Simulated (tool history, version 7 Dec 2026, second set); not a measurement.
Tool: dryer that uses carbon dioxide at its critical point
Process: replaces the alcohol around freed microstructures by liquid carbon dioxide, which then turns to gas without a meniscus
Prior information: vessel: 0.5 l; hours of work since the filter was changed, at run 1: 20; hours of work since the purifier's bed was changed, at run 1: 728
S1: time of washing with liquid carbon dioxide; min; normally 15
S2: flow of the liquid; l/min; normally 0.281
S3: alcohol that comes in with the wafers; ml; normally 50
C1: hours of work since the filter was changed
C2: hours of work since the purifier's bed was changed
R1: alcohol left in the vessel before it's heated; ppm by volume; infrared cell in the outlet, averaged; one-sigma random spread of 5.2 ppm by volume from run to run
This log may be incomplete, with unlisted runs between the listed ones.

run 1 hour=0.0 | S1=15 S2=0.281 S3=50 | C1=20 C2=728 | R1=141
run 2 hour=23.5 | S1=15 S2=0.281 S3=50 | C1=36 C2=744 | R1=163
run 3 hour=46.8 | S1=15 S2=0.281 S3=50 | C1=51 C2=759 | R1=175
run 4 hour=66.9 | S1=15 S2=0.281 S3=50 | C1=65 C2=773 | R1=168
run 5 hour=90.1 | S1=15 S2=0.281 S3=50 | C1=80 C2=788 | R1=182
run 6 hour=108.5 | S1=15 S2=0.281 S3=50 | C1=93 C2=801 | R1=189
run 7 hour=131.4 | S1=15 S2=0.281 S3=50 | C1=108 C2=816 | R1=213
run 8 hour=157.5 | S1=15 S2=0.281 S3=50 | C1=126 C2=834 | R1=230
run 9 hour=181.5 | S1=15 S2=0.281 S3=50 | C1=142 C2=850 | R1=249
run 10 hour=201.6 | S1=15 S2=0.281 S3=50 | C1=155 C2=863 | R1=262
-- hour=225.5 inlet filter changed
run 11 hour=225.5 | S1=15 S2=0.281 S3=69 | C1=0 C2=879 | R1=175
run 12 hour=240.4 | S1=15 S2=0.281 S3=50 | C1=10 C2=889 | R1=150
run 13 hour=255.0 | S1=15 S2=0.281 S3=50 | C1=20 C2=899 | R1=157
run 14 hour=281.5 | S1=15 S2=0.281 S3=50 | C1=38 C2=917 | R1=169
run 15 hour=308.9 | S1=15 S2=0.281 S3=24 | C1=56 C2=935 | R1=122
run 16 hour=327.3 | S1=10 S2=0.281 S3=24 | C1=68 C2=947 | R1=607
run 17 hour=340.3 | S1=10 S2=0.281 S3=24 | C1=77 C2=956 | R1=614
run 18 hour=364.8 | S1=10 S2=0.281 S3=24 | C1=94 C2=973 | R1=679
run 19 hour=376.7 | S1=10 S2=0.281 S3=24 | C1=102 C2=981 | R1=676
run 20 hour=395.2 | S1=10 S2=0.281 S3=24 | C1=114 C2=993 | R1=737
run 21 hour=407.7 | S1=15 S2=0.281 S3=23 | C1=123 C2=1001 | R1=163
run 22 hour=430.6 | S1=15 S2=0.281 S3=23 | C1=138 C2=1017 | R1=171
run 23 hour=455.2 | S1=15 S2=0.281 S3=23 | C1=155 C2=1033 | R1=170
run 24 hour=468.6 | S1=15 S2=0.281 S3=23 | C1=164 C2=1042 | R1=177
-- hour=480.8 inlet filter changed
run 25 hour=480.9 | S1=15 S2=0.281 S3=23 | C1=0 C2=1050 | R1=118
run 26 hour=506.2 | S1=15 S2=0.281 S3=23 | C1=17 C2=1067 | R1=121
run 27 hour=529.6 | S1=9 S2=0.475 S3=50 | C1=33 C2=1083 | R1=155
run 28 hour=543.8 | S1=15 S2=0.328 S3=50 | C1=42 C2=1092 | R1=117
run 29 hour=567.5 | S1=11 S2=0.451 S3=51 | C1=58 C2=1108 | R1=112
run 30 hour=584.3 | S1=10 S2=0.454 S3=55 | C1=70 C2=1120 | R1=145
run 31 hour=598.4 | S1=10 S2=0.175 S3=29 | C1=79 C2=1129 | R1=4113
run 32 hour=615.9 | S1=10 S2=0.175 S3=29 | C1=91 C2=1141 | R1=4205
run 33 hour=636.8 | S1=23 S2=0.296 S3=21 | C1=105 C2=1155 | R1=87
run 34 hour=658.6 | S1=15 S2=0.241 S3=35 | C1=120 C2=1170 | R1=389
run 35 hour=683.9 | S1=18 S2=0.232 S3=32 | C1=137 C2=1187 | R1=220
run 36 hour=696.0 | S1=13 S2=0.414 S3=30 | C1=145 C2=1195 | R1=110
run 37 hour=720.8 | S1=16 S2=0.307 S3=60 | C1=162 C2=1212 | R1=168
-- hour=735.9 inlet filter changed
run 38 hour=737.4 | S1=16 S2=0.307 S3=60 | C1=1 C2=1222 | R1=120
run 39 hour=753.2 | S1=16 S2=0.307 S3=60 | C1=12 C2=1233 | R1=123
run 40 hour=778.6 | S1=16 S2=0.307 S3=60 | C1=29 C2=1250 | R1=125
run 41 hour=797.3 | S1=16 S2=0.309 S3=60 | C1=41 C2=1262 | R1=131
run 42 hour=823.7 | S1=11 S2=0.402 S3=118 | C1=59 C2=1280 | R1=250

Run 43, settings as shown, results not yet in. Your forecast:
run 43 hour=847.9 | S1=14 S2=0.205 S3=72 | C1=75 C2=1296 | R1=?

{"run 43": {"R1": 1679}}
Without the tool's hidden state the same run would have given R1 1193 ppm by volume.
